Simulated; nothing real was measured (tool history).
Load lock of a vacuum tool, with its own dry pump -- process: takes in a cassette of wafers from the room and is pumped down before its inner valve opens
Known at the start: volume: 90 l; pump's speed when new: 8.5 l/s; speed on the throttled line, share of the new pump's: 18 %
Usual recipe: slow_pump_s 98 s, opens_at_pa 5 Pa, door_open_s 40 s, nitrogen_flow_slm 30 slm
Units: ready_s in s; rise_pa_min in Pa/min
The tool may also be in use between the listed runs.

| run | day | slow_pump_s | opens_at_pa | door_open_s | nitrogen_flow_slm | incoming humidity of the room's air, % | ready_s | rise_pa_min |
|---|---|---|---|---|---|---|---|---|
| 1 | 0 | 98 | 5 | 40 | 30 | 42.5 | 188.8 | 0.048 |
| 2 | 8.454 | 98 | 5 | 40 | 30 | 44.9 | 189.2 | 0.056 |
| 3 | 15.296 | 98 | 4 | 40 | 30 | 50.3 | 191.4 | 0.056 |
| 4 | 22.162 | 98 | 4 | 40 | 30 | 43.8 | 191.3 | 0.057 |
| 5 | 27.15 | 98 | 5 | 40 | 30 | 45.4 | 187.9 | 0.061 |
| 6 | 31.729 | 98 | 5 | 40 | 32 | 44.5 | 188.7 | 0.06 |
| 7 | 38.912 | 98 | 5 | 40 | 13 | 45.1 | 188.3 | 0.08 |
| 8 | 44.283 | 98 | 5 | 40 | 13 | 47.8 | 188.4 | 0.083 |
| 9 | 49.538 | 98 | 5 | 40 | 13 | 47.7 | 189.3 | 0.081 |
| 10 | 55.325 | 98 | 5 | 40 | 13 | 47.8 | 190.6 | 0.081 |
| 11 | 61.058 | 98 | 5 | 40 | 13 | 43.9 | 191.2 | 0.084 |
| 12 | 70.154 | 98 | 5 | 26 | 30 | 49.1 | 188.5 | 0.068 |
| 13 | 76.629 | 98 | 5 | 26 | 30 | 46.9 | 188 | 0.075 |
| 14 | 81.358 | 98 | 5 | 26 | 30 | 43.5 | 189.9 | 0.074 |
| 15 | 85.867 | 98 | 5 | 26 | 30 | 47.5 | 189.2 | 0.073 |
| 16 | 93.517 | 98 | 5 | 26 | 30 | 41.3 | 190.1 | 0.075 |
| 17 | 99.958 | 129 | 5 | 40 | 30 | 46.6 | 215.9 | 0.088 |
| 18 | 107.346 | 129 | 5 | 40 | 30 | 42.2 | 217.1 | 0.086 |
| 19 | 115.096 | 129 | 5 | 40 | 6 | 45.8 | 217.5 | 0.109 |
| 20 | 120.421 | 98 | 6 | 40 | 30 | 44.9 | 188.5 | 0.089 |
| 21 | 126.971 | 98 | 5 | 40 | 15 | 44.8 | 191.4 | 0.105 |
| 22 | 136.004 | 98 | 5 | 40 | 15 | 45.4 | 191.2 | 0.107 |
| 23 | 144.283 | 173 | 8 | 134 | 20 | 43.3 | 246.8 | 0.137 |
| 24 | 150.821 | 87 | 5 | 32 | 5 | 46 | 184.7 | 0.118 |
| 25 | 156.825 | 61 | 5 | 32 | 5 | 44.4 | 162.1 | 0.122 |
| 26 | 165 | 61 | 5 | 32 | 5 | 45.4 | 163.7 | 0.124 |
| 27 | 170.667 | 61 | 5 | 32 | 5 | 47.3 | 163.1 | 0.127 |
| 28 | 177.838 | 61 | 5 | 32 | 5 | 49.3 | 163.2 | 0.134 |
| 29 | 184.629 | 61 | 5 | 32 | 5 | 46 | 163.9 | 0.135 |
| 30 | 188.917 | 98 | 7 | 40 | 4 | 49.4 | 189.4 | 0.149 |
| 31 | 196.8 | 76 | 4 | 41 | 29 | 43.5 | 178.1 | 0.13 |
| 32 | 204.333 | 76 | 4 | 41 | 29 | 47.3 | 179.3 | 0.139 |
| 33 | 209.267 | 126 | 4 | 41 | 29 | 45 | 219.3 | 0.134 |
| 34 | 216.288 | 90 | 6 | 109 | 14 | 46.7 | 185.8 | 0.174 |
| 35 | 222.667 | 90 | 10 | 109 | 6 | 47.3 | 179.7 | 0.194 |
| 36 | 230.204 | 140 | 5 | 43 | 13 | 43 | 227.3 | 0.159 |

Below are 3 alternative next runs, each starting from the tool's condition after run 36. Predict each:
| A | 236.246 | 172 | 7 | 47 | 13 | 45.2 | ? | ? |
| B | 236.246 | 57 | 5 | 62 | 13 | 44.3 | ? | ? |
| C | 236.246 | 149 | 5 | 50 | 13 | 44.5 | ? | ? |

| run | ready_s | rise_pa_min |
|---|---|---|
| A | 250.3 | 0.169 |
| B | 162.2 | 0.165 |
| C | 234.7 | 0.163 |
With no hidden state in the tool, these same runs would have given:
| run | ready_s | rise_pa_min |
|---|---|---|
| A | 242.4 | 0.046 |
| B | 151.9 | 0.042 |
| C | 226.2 | 0.041 |
